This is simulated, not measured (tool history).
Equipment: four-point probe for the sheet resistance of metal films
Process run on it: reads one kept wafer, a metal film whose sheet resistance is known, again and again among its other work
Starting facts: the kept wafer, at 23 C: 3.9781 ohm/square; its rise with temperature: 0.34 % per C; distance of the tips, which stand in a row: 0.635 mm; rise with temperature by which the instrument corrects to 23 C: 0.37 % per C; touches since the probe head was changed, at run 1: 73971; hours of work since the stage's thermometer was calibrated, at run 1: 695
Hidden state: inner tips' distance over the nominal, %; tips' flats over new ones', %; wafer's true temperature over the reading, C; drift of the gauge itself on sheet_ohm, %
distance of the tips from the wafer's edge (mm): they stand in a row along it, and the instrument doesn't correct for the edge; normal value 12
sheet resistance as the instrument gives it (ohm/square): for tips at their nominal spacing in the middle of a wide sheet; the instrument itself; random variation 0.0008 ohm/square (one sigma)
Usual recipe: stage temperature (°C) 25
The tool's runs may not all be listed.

run   hour  stage temperature (°C)  distance of the tips from the wafer's edge (mm)  touches since the probe head was changed  hours of work since the stage's thermometer was calibrated  sheet resistance as the instrument gives it (ohm/square)
  1    0.0                      25                                               12                                     73971                                                         695                                                  3.981881
  2   21.6                      25                                                5                                     75027                                                         709                                                  4.009975
  3   40.6                      25                                                5                                     75952                                                         721                                                  4.008567
  4   62.3                      25                                                5                                     77011                                                         736                                                  4.009468
  5   76.6                      23                                               12                                     77704                                                         745                                                  3.983480
  6  101.5                      23                                               12                                     78921                                                         761                                                  3.984223
  7  114.2                      23                                               12                                     79538                                                         770                                                  3.984697
  8  130.5                      32                                               12                                     80334                                                         780                                                  3.973536
  9  143.4                      32                                               12                                     80965                                                         789                                                  3.974246
 10  168.1                      32                                               12                                     82170                                                         805                                                  3.972859
 11  197.2                      32                                               12                                     83586                                                         824                                                  3.973858
 12  215.5                      18                                               12                                     84481                                                         836                                                  3.991191
 13  237.0                      18                                               12                                     85527                                                         851                                                  3.991971
 14  264.5                      18                                               12                                     86871                                                         869                                                  3.989953
 15  278.3                      18                                               12                                     87541                                                         878                                                  3.990618
 16  293.0                      18                                               12                                     88260                                                         887                                                  3.990599
 17  319.7                      18                                               12                                     89563                                                         905                                                  3.990152
 18  350.8                      18                                               12                                     91080                                                         926                                                  3.990837
 19  370.6                      18                                               12                                     92045                                                         939                                                  3.991170
 20  399.2                      18                                               12                                     93437                                                         957                                                  3.990880
 21  420.4                      24                                               12                                     94471                                                         971                                                  3.982805
 22  444.2                      24                                               12                                     95635                                                         987                                                  3.983451
 23  465.6                      30                                                9                                     96674                                                        1001                                                  3.981198
 24  481.1                      27                                                6                                     97430                                                        1011                                                  3.995906
 25  503.0                      23                                               55                                     98500                                                        1026                                                  3.978134
 26  534.0                      27                                               55                                    100012                                                        1046                                                  3.972528
 27  559.5                      27                                               55                                    101254                                                        1063                                                  3.972580
 28  582.6                      27                                               55                                    102381                                                        1078                                                  3.974480
 29  612.4                      18                                               55                                    103836                                                        1098                                                  3.985605
 30  637.2                      28                                               23                                    105043                                                        1114                                                  3.973425
 31  655.9                      23                                                5                                    105957                                                        1126                                                  4.013858
 32  668.6                      20                                               11                                    106577                                                        1135                                                  3.989890
 33  695.7                      20                                               11                                    107899                                                        1153                                                  3.990083
 34  712.5                      21                                               43                                    108714                                                        1164                                                  3.982564
 35  733.0                      25                                               20                                    109715                                                        1177                                                  3.978142
 36  749.0                      25                                               20                                    110494                                                        1188                                                  3.978438
 37  772.5                      25                                               20                                    111640                                                        1203                                                  3.977513
 38  787.6                      26                                               61                                    112377                                                        1213                                                  3.975197
 39  806.6                      26                                               61                                    113304                                                        1226                                                  3.974105
 40  828.1                      29                                               12                                    114352                                                        1240                                                  3.977321
 41  845.9                      19                                               27                                    115222                                                        1251                                                  3.982963

Each row is a separate what-if for the run after 41, all from the same tool condition, not one after another. Results?
  A  862.2                      21                                               18                                    116014                                                        1262                                                         ?
  B  862.2                      31                                               28                                    116014                                                        1262                                                         ?
  C  862.2                      29                                                6                                    116014                                                        1262                                                         ?
  D  862.2                      21                                               12                                    116014                                                        1262                                                         ?
  E  862.2                      33                                               11                                    116014                                                        1262                                                         ?

run  sheet resistance as the instrument gives it (ohm/square)
  A                                                  3.982695
  B                                                  3.969570
  C                                                  3.995252
  D                                                  3.987171
  E                                                  3.971999
Had the tool no hidden state, the same runs would have come out as:
run  sheet resistance as the instrument gives it (ohm/square)
  A                                                  3.982438
  B                                                  3.969309
  C                                                  3.994990
  D                                                  3.986914
  E                                                  3.971738
